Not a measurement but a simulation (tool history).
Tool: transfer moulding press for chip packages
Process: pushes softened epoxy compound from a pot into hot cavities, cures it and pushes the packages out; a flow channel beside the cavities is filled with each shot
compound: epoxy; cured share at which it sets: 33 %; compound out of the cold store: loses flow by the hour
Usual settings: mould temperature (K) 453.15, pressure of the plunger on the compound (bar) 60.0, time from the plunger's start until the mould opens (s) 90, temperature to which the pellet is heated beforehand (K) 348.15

| run | hour | mould temperature (K) | pressure of the plunger on the compound (bar) | time from the plunger's start until the mould opens (s) | temperature to which the pellet is heated beforehand (K) | incoming compound's hours out of the cold store | length that the compound runs in the flow channel (mm) | greatest force on the pins that push the packages out (N) |
|---|---|---|---|---|---|---|---|---|
| 1 | 0.0 | 453.15 | 60.0 | 90 | 348.15 | 44.2 | 829 | 416 |
| 2 | 9.1 | 453.15 | 60.0 | 90 | 348.15 | 15.2 | 893 | 520 |
| 3 | 16.0 | 453.15 | 60.0 | 90 | 348.15 | 24.3 | 875 | 554 |
| 4 | 21.6 | 453.15 | 60.0 | 90 | 348.15 | 29.6 | 858 | 578 |
| 5 | 27.3 | 453.15 | 60.0 | 90 | 348.15 | 35.1 | 841 | 610 |
| 6 | 33.1 | 453.15 | 60.0 | 90 | 348.15 | 47.5 | 810 | 629 |
| 7 | 41.6 | 455.15 | 60.0 | 90 | 348.15 | 21.1 | 870 | 395 |
| 8 | 51.2 | 453.15 | 60.0 | 73 | 348.15 | 30.6 | 851 | 815 |
| 9 | 60.7 | 453.15 | 60.0 | 73 | 348.15 | 33.1 | 843 | 944 |
| 10 | 70.2 | 453.15 | 60.0 | 73 | 348.15 | 38.8 | 822 | 955 |
| 11 | 78.1 | 453.15 | 45.2 | 90 | 348.15 | 15.1 | 769 | 363 |
| 12 | 86.1 | 453.15 | 45.2 | 90 | 348.15 | 41.4 | 702 | 442 |
| 13 | 90.0 | 458.15 | 68.8 | 90 | 348.15 | 11.2 | 939 | 393 |
| 14 | 98.8 | 458.15 | 68.8 | 90 | 348.15 | 40.3 | 858 | 432 |
| 15 | 103.8 | 458.15 | 68.8 | 90 | 343.15 | 25.8 | 898 | 490 |
| 16 | 111.4 | 453.15 | 68.2 | 90 | 348.15 | 16.3 | 932 | 622 |
| 17 | 121.8 | 448.15 | 60.0 | 90 | 341.15 | 44.1 | 818 | 538 |
| 18 | 126.9 | 448.15 | 60.0 | 90 | 341.15 | 42.4 | 815 | 610 |
| 19 | 132.2 | 448.15 | 60.0 | 90 | 341.15 | 27.1 | 854 | 694 |
| 20 | 140.8 | 453.15 | 52.0 | 98 | 348.15 | 38.9 | 812 | 460 |
| 21 | 149.4 | 453.15 | 52.0 | 98 | 348.15 | 42.3 | 802 | 507 |
| 22 | 154.7 | 453.15 | 52.0 | 98 | 339.15 | 42.7 | 800 | 520 |

Taken out of this log: 4 entries between the listed runs. Where each belongs, and how the hidden state differs across it:
Between runs 6 and 7: cavities cleaned with cleaning compound and waxed (hour 35.9)
  true mould temperature over the reading, C: 0.29 -> 0.3; pressure that reaches the compound, % of what is set: 91 -> 90.66; grip of the stained cavities, % over clean ones': 76.7 -> 21.4
  measured less the result without the state, length that the compound runs in the flow channel (mm): -40 -> -45; greatest force on the pins that push the packages out (N): +267 -> +66
Between runs 10 and 11: cavities cleaned with cleaning compound and waxed (hour 77.3)
  true mould temperature over the reading, C: 0.33 -> 0.34; pressure that reaches the compound, % of what is set: 89.29 -> 88.97; grip of the stained cavities, % over clean ones': 74 -> 3.6
  measured less the result without the state, length that the compound runs in the flow channel (mm): -49 -> -47; greatest force on the pins that push the packages out (N): +393 -> +5
Between runs 16 and 17: cavities cleaned with cleaning compound and waxed (hour 118.9)
  true mould temperature over the reading, C: 0.38 -> 0.39; pressure that reaches the compound, % of what is set: 87.43 -> 87.06; grip of the stained cavities, % over clean ones': 72.6 -> 10.8
  measured less the result without the state, length that the compound runs in the flow channel (mm): -66 -> -60; greatest force on the pins that push the packages out (N): +255 -> +39
Between runs 19 and 20: plunger's sealing rings changed (hour 138.7)
  true mould temperature over the reading, C: 0.41 -> 0.42; pressure that reaches the compound, % of what is set: 86.57 -> 99.69; grip of the stained cavities, % over clean ones': 39.2 -> 51.5
  measured less the result without the state, length that the compound runs in the flow channel (mm): -65 -> -2; greatest force on the pins that push the packages out (N): +180 -> +153
